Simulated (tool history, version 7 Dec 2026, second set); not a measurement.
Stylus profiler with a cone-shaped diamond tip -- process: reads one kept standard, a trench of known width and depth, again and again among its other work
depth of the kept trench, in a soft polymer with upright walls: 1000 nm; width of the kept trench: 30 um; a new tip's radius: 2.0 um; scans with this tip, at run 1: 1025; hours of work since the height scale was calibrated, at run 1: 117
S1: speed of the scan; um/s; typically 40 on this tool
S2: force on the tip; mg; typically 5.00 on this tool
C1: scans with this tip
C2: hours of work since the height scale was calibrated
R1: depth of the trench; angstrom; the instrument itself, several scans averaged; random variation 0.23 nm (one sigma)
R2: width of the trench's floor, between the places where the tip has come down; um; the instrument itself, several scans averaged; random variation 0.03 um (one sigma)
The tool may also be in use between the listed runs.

Run 1, day 0.000: usual settings; C1 1025; C2 117. Result: R1 10221.3 angstrom, R2 26.29 um.
Run 2, day 2.717: usual settings; C1 1362; C2 156. Result: R1 10219.3 angstrom, R2 26.21 um.
Run 3, day 4.125: usual settings but S1 10 um/s; C1 1537; C2 176. Result: R1 10225.7 angstrom, R2 26.26 um.
Run 4, day 5.438: usual settings but S2 3.28 mg; C1 1700; C2 195. Result: R1 10172.1 angstrom, R2 26.09 um.
Run 5, day 7.475: usual settings but S1 21 um/s; C1 1953; C2 224. Result: R1 10225.4 angstrom, R2 26.17 um.
Run 6, day 9.788: usual settings but S1 23 um/s; C1 2240; C2 256. Result: R1 10227.8 angstrom, R2 26.14 um.
Run 7, day 11.929: usual settings but S1 125 um/s; C1 2505; C2 287. Result: R1 10227.1 angstrom, R2 25.89 um.
Run 8, day 13.308: usual settings but S1 125 um/s; C1 2676; C2 306. Result: R1 10231.0 angstrom, R2 25.87 um.
Run 9, day 14.604: usual settings but S1 125 um/s; C1 2837; C2 325. Result: R1 10228.9 angstrom, R2 25.86 um.
Run 10, day 17.129: usual settings but S2 4.68 mg; C1 3150; C2 361. Result: R1 10222.7 angstrom, R2 25.90 um.
Run 11, day 18.825: usual settings but S2 4.68 mg; C1 3361; C2 385. Result: R1 10220.7 angstrom, R2 25.94 um.
Run 12, day 19.958: usual settings but S2 4.80 mg; C1 3502; C2 401. Result: R1 10225.7 angstrom, R2 25.86 um.
Run 13, day 21.633: usual settings but S2 4.80 mg; C1 3709; C2 425. Result: R1 10223.6 angstrom, R2 25.85 um.
Run 14, day 22.833: usual settings; C1 3859; C2 442. Result: R1 10233.7 angstrom, R2 25.80 um.
Run 15, day 24.242: usual settings; C1 4034; C2 462. Result: R1 10237.0 angstrom, R2 25.77 um.
Run 16, day 26.812: usual settings; C1 4352; C2 498. Result: R1 10232.1 angstrom, R2 25.74 um.
Run 17, day 28.954: usual settings but S2 7.82 mg; C1 4618; C2 529. Result: R1 10314.6 angstrom, R2 25.72 um.
Run 18, day 31.617: usual settings but S2 3.95 mg; C1 4949; C2 567. Result: R1 10206.4 angstrom, R2 25.60 um.
Run 19, day 34.158: usual settings but S2 3.95 mg; C1 5264; C2 603. Result: R1 10209.6 angstrom, R2 25.63 um.
Run 20, day 35.717: usual settings but S2 3.95 mg; C1 5458; C2 625. Result: R1 10208.3 angstrom, R2 25.58 um.
Run 21, day 37.154: usual settings but S2 3.95 mg; C1 5636; C2 645. Result: R1 10209.0 angstrom, R2 25.50 um.
Run 22, day 39.525: usual settings but S2 3.95 mg; C1 5930; C2 679. Result: R1 10210.1 angstrom, R2 25.51 um.
Run 23, day 41.046: usual settings but S2 3.12 mg; C1 6119; C2 701. Result: R1 10177.7 angstrom, R2 25.52 um.
Run 24, day 43.150: usual settings but S2 3.12 mg; C1 6380; C2 731. Result: R1 10188.7 angstrom, R2 25.43 um.
Run 25, day 44.867: usual settings but S1 129 um/s, S2 3.12 mg; C1 6593; C2 755. Result: R1 10187.8 angstrom, R2 25.24 um.
Run 26, day 46.792: usual settings but S1 129 um/s, S2 3.12 mg; C1 6832; C2 782. Result: R1 10185.5 angstrom, R2 25.21 um.
Run 27, day 48.242: usual settings but S1 11 um/s, S2 4.11 mg; C1 7012; C2 803. Result: R1 10219.6 angstrom, R2 25.37 um.
Run 28, day 50.746: usual settings but S1 56 um/s, S2 9.41 mg; C1 7323; C2 838. Result: R1 10364.0 angstrom, R2 25.28 um.
Run 29, day 52.267: usual settings but S1 56 um/s, S2 9.41 mg; C1 7511; C2 860. Result: R1 10366.4 angstrom, R2 25.26 um.
Run 30, day 53.971: usual settings but S2 3.30 mg; C1 7723; C2 884. Result: R1 10194.4 angstrom, R2 25.24 um.
Run 31, day 55.638: usual settings but S1 20 um/s, S2 10.51 mg; C1 7930; C2 908. Result: R1 10392.3 angstrom, R2 25.20 um.
Run 32, day 58.188: usual settings but S1 20 um/s, S2 10.51 mg; C1 8246; C2 944. Result: R1 10391.5 angstrom, R2 25.18 um.
Run 33, day 60.879: usual settings but S1 20 um/s, S2 10.51 mg; C1 8580; C2 982. Result: R1 10393.1 angstrom, R2 25.11 um.
Run 34, day 63.221: usual settings but S2 3.91 mg; C1 8871; C2 1016. Result: R1 10223.3 angstrom, R2 25.04 um.
Run 35, day 65.217: usual settings but S2 3.91 mg; C1 9119; C2 1044. Result: R1 10223.1 angstrom, R2 25.10 um.
Run 36, day 66.829: usual settings but S2 3.91 mg; C1 9319; C2 1067. Result: R1 10223.7 angstrom, R2 24.95 um.
Run 37, day 69.396: usual settings but S1 48 um/s, S2 11.52 mg; C1 9637; C2 1103. Result: R1 10422.7 angstrom, R2 24.95 um.
Run 38, day 71.792: usual settings but S1 53 um/s, S2 11.52 mg; C1 9934; C2 1138. Result: R1 10422.9 angstrom, R2 24.87 um.
Run 39, day 73.738: usual settings but S1 88 um/s, S2 12.33 mg; C1 10176; C2 1165. Result: R1 10440.1 angstrom, R2 24.82 um.
Run 40, day 75.496: usual settings but S1 18 um/s, S2 10.46 mg; C1 10394; C2 1190. Result: R1 10402.4 angstrom, R2 24.84 um.
Run 41, day 77.038: usual settings but S1 140 um/s, S2 2.11 mg; C1 10585; C2 1212. Result: R1 10161.4 angstrom, R2 24.66 um.
Run 42, day 78.617: usual settings but S1 18 um/s, S2 7.15 mg; C1 10782; C2 1235. Result: R1 10321.6 angstrom, R2 24.81 um.
Run 43, day 80.733: usual settings but S1 125 um/s, S2 5.17 mg; C1 11044; C2 1265. Result: R1 10271.5 angstrom, R2 24.65 um.
Run 44, day 82.712: usual settings but S1 125 um/s, S2 5.17 mg; C1 11290; C2 1293. Result: R1 10269.6 angstrom, R2 24.64 um.
Run 45, day 84.912: usual settings but S1 105 um/s, S2 6.93 mg; C1 11563; C2 1324. Result: R1 10320.6 angstrom, R2 24.69 um.

Below are 4 alternative next runs, each starting from the tool's condition after run 45. Predict each:
Run A, day 86.146: usual settings but S1 130 um/s, S2 9.31 mg; C1 11716; C2 1342. Result: R1 ?, R2 ?.
Run B, day 86.146: usual settings but S1 16 um/s, S2 4.06 mg; C1 11716; C2 1342. Result: R1 ?, R2 ?.
Run C, day 86.146: usual settings but S2 9.05 mg; C1 11716; C2 1342. Result: R1 ?, R2 ?.
Run D, day 86.146: usual settings but S1 83 um/s, S2 8.71 mg; C1 11716; C2 1342. Result: R1 ?, R2 ?.

run       R1     R2
  A  10383.0  24.60
  B  10235.5  24.73
  C  10371.3  24.68
  D  10366.2  24.62
Without the tool's hidden state the same runs would have given:
run       R1     R2
  A  10334.3  26.41
  B  10187.4  26.53
  C  10322.6  26.49
  D  10317.5  26.43
